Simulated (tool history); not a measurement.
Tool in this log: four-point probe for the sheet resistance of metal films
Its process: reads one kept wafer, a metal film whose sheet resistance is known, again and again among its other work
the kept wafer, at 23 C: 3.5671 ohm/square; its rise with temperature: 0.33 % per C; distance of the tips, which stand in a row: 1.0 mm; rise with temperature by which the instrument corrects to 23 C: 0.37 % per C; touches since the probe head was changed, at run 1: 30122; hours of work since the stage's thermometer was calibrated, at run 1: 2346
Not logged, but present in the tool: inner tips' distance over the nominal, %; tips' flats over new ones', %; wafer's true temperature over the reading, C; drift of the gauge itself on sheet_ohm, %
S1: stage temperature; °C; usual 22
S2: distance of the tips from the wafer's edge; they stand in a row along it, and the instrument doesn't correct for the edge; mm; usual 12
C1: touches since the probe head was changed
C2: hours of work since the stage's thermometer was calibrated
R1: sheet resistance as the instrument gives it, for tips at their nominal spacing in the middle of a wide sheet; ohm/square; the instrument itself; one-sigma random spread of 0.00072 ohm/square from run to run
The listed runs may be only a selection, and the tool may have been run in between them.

run,hour,S1,S2,C1,C2,R1
1,0,22,12,30122,2346,3.59269
2,35.6,22,12,31519,2372,3.59342
3,64.1,22,12,32639,2393,3.593669
4,108.3,22,12,34374,2425,3.594398
5,136,22,12,35465,2445,3.59406
6,162.5,27,12,36505,2464,3.586452
7,205.6,22,12,38196,2495,3.595037
8,241.9,22,35,39622,2522,3.582666
9,275.7,22,35,40950,2546,3.58431
10,296,22,35,41746,2561,3.581225
11,342.1,22,35,43558,2594,3.584093
12,389.4,22,35,45415,2629,3.583047
13,425.8,25,7,46843,2655,3.616347
14,456.8,25,7,48063,2677,3.617626
15,477.2,20,42,48862,2692,3.585422
16,519.5,19,41,50525,2723,3.58774
17,554.2,27,56,51888,2748,3.575459
18,595.8,25,27,53521,2778,3.582297
19,616.6,25,27,54336,2793,3.580639
20,662.9,25,27,56157,2827,3.581901

Measured less the same run without the tool's hidden state. The same run-to-run variation is in both; the gauge's scatter may not be:
run,R1
1,+0.011372
2,+0.0116
3,+0.011763
4,+0.012024
5,+0.01219
6,+0.012183
7,+0.012627
8,+0.012787
9,+0.013
10,+0.013101
11,+0.013381
12,+0.013659
13,+0.013906
14,+0.014094
15,+0.014258
16,+0.014538
17,+0.014437
18,+0.014776
19,+0.014888
20,+0.015181

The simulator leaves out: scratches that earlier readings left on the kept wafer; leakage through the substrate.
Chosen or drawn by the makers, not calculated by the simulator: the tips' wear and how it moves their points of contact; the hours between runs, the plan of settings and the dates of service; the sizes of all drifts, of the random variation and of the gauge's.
